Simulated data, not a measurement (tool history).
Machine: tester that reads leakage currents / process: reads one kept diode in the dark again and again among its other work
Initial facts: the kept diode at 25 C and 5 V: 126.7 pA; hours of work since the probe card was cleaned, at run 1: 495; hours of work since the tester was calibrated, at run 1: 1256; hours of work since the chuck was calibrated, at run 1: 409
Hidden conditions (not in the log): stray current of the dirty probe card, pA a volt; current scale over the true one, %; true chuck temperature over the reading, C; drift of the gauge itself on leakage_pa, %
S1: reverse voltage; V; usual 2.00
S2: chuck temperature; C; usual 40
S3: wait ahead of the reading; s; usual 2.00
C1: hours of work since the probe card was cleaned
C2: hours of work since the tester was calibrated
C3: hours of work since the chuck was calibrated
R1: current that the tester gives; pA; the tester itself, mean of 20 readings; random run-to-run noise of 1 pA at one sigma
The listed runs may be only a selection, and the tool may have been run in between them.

run     day     S1  S2    S3   C1    C2   C3      R1
  1   0.000   2.00  40  2.00  495  1256  409  352.39
  2   1.817   2.00  40  0.83  516  1276  429  354.28
  3   3.896   2.00  40  0.83  539  1300  453  356.43
  4   4.896   2.00  40  2.00  551  1311  464  355.76
  5   6.442   2.00  40  2.00  568  1329  482  355.91
  6   8.179   2.00  40  2.00  588  1348  501  355.96
  7  10.192   2.00  40  0.79  610  1371  524  356.61
  8  11.896  18.40  30  0.53  630  1390  543  318.75
  9  13.575   1.26  24  3.40  649  1409  563   79.65
 10  15.217   6.02  40  0.85  667  1428  581  503.88
 11  16.562   3.10  35  3.43  683  1443  596  272.11
 12  17.875   3.10  35  3.43  697  1458  611  271.47
 13  18.800   3.10  35  3.43  708  1468  622  273.72

Below are 5 alternative next runs, each starting from the tool's condition after run 13. Predict each:
  A  20.050   1.46  35  1.38  722  1482  636   ?
  B  20.050   1.22  37  4.70  722  1482  636   ?
  C  20.050  12.84  40  2.00  722  1482  636   ?
  D  20.050  13.61  60  1.39  722  1482  636   ?
  E  20.050   2.96  35  3.43  722  1482  636   ?

run       R1
  A   216.03
  B   242.30
  C   642.12
  D  2991.13
  E   268.34
Had the tool no hidden state, the same runs would have come out as:
run       R1
  A   206.53
  B   231.98
  C   611.41
  D  2886.31
  E   256.06
